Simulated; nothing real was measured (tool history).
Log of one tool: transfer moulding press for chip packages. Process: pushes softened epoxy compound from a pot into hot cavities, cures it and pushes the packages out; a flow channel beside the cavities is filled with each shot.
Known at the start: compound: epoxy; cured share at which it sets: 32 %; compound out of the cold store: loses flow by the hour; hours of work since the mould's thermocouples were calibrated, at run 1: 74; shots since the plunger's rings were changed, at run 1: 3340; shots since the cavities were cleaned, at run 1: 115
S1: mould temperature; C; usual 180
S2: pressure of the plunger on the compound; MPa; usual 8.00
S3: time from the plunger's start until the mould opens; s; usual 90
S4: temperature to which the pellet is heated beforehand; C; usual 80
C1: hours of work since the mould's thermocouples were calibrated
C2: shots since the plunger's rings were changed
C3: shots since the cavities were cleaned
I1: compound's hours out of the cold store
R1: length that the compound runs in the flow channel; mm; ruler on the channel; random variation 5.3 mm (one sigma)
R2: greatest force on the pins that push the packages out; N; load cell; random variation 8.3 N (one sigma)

run,hour,S1,S2,S3,S4,C1,C2,C3,I1,R1,R2
1,0.0,180,8.00,90,80,74,3340,115,33.1,519,434
2,6.4,180,8.00,90,80,79,3426,201,21.4,525,483
3,19.0,180,8.00,90,80,87,3594,369,11.4,540,556
4,25.2,180,8.00,80,80,91,3676,451,36.6,501,607
# hour 32.3: cavities cleaned with cleaning compound and waxed
5,37.7,180,8.00,80,80,98,3823,73,21.8,527,454
6,44.1,180,8.00,80,80,102,3908,158,25.2,516,509
7,52.6,180,8.00,90,80,108,4021,271,16.3,535,506
8,61.2,180,8.00,90,80,113,4135,385,12.8,541,561
# hour 64.3: mould's thermocouples calibrated
9,69.3,180,8.00,90,80,3,4216,466,28.1,507,582
# hour 76.0: cavities cleaned with cleaning compound and waxed
10,81.9,188,8.00,90,80,10,4364,78,16.8,513,383
# hour 86.6: plunger's sealing rings changed
# hour 92.9: mould's thermocouples calibrated, once more
11,94.1,180,8.00,90,80,1,73,181,18.7,561,479
12,103.8,180,8.00,90,80,7,202,310,41.8,524,532
13,112.8,180,8.00,90,80,13,322,430,41.6,525,594
14,119.7,180,8.00,99,80,17,414,522,25.1,548,581
# hour 122.1: cavities cleaned with cleaning compound and waxed
15,131.2,180,8.00,99,80,24,546,121,9.6,579,420
16,144.4,180,6.47,99,80,32,722,297,23.1,496,491
17,153.9,180,8.00,90,82,38,848,423,26.2,542,561
# hour 163.3: cavities cleaned with cleaning compound and waxed
18,165.6,180,8.00,90,82,45,985,31,8.4,574,380
19,177.7,180,8.00,77,71,53,1145,191,10.5,555,573
20,185.9,180,7.88,77,71,58,1254,300,44.7,513,606
21,199.3,180,7.88,77,76,67,1433,479,24.8,537,676
# hour 205.1: cavities cleaned with cleaning compound and waxed
22,207.6,176,7.37,90,77,71,1524,33,9.0,561,438
23,219.4,180,8.00,101,80,79,1681,190,43.1,503,468
24,230.9,180,8.00,101,80,86,1834,343,32.0,527,522
25,239.4,180,8.00,103,89,92,1947,456,38.6,516,552
# hour 246.0: cavities cleaned with cleaning compound and waxed
26,252.0,183,7.81,94,84,99,2095,80,14.1,539,389
27,259.6,183,7.81,94,84,104,2197,182,36.1,513,446

Forecast each of these 3 alternatives for the next run:
A,270.8,183,9.55,81,84,111,2346,331,22.8,?,?
B,270.8,183,6.96,86,82,111,2346,331,37.0,?,?
C,270.8,183,7.81,94,78,111,2346,331,24.0,?,?

run,R1,R2
A,584,524
B,475,501
C,523,497
Without the tool's hidden state the same runs would have given:
run,R1,R2
A,607,359
B,493,342
C,543,339
